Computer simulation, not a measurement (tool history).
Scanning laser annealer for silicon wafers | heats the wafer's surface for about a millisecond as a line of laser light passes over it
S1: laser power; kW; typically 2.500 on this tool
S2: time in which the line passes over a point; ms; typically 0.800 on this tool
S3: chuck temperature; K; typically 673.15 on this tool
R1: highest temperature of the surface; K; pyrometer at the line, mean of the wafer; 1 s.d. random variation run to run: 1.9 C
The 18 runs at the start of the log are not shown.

{"run": 19, "hour": 235.5, "S1": 2.607, "S2": 0.898, "S3": 685.15, "R1": 1587.15}
{"run": 20, "hour": 250.1, "S1": 2.137, "S2": 0.8, "S3": 673.15, "R1": 1335.15}
{"run": 21, "hour": 264.6, "S1": 2.421, "S2": 0.625, "S3": 654.15, "R1": 1326.15}
{"run": 22, "hour": 277.4, "S1": 2.529, "S2": 0.577, "S3": 673.15, "R1": 1351.15}
{"run": 23, "hour": 292.9, "S1": 2.369, "S2": 0.596, "S3": 649.15, "R1": 1285.15}
{"run": 24, "hour": 310.0, "S1": 2.369, "S2": 0.596, "S3": 649.15, "R1": 1287.15}
{"run": 25, "hour": 324.7, "S1": 2.5, "S2": 0.946, "S3": 686.15, "R1": 1562.15}
{"run": 26, "hour": 338.3, "S1": 2.5, "S2": 0.946, "S3": 686.15, "R1": 1563.15}
{"run": 27, "hour": 351.0, "S1": 2.601, "S2": 0.705, "S3": 649.15, "R1": 1428.15}

Predict the results of run 28:
{"run": 28, "hour": 363.6, "S1": 2.204, "S2": 0.712, "S3": 677.15, "R1": "?"}

R1: 1314.15 K
Were there no unlogged condition in the tool, this run, its random variation unchanged, would have produced R1 1335.15 K.

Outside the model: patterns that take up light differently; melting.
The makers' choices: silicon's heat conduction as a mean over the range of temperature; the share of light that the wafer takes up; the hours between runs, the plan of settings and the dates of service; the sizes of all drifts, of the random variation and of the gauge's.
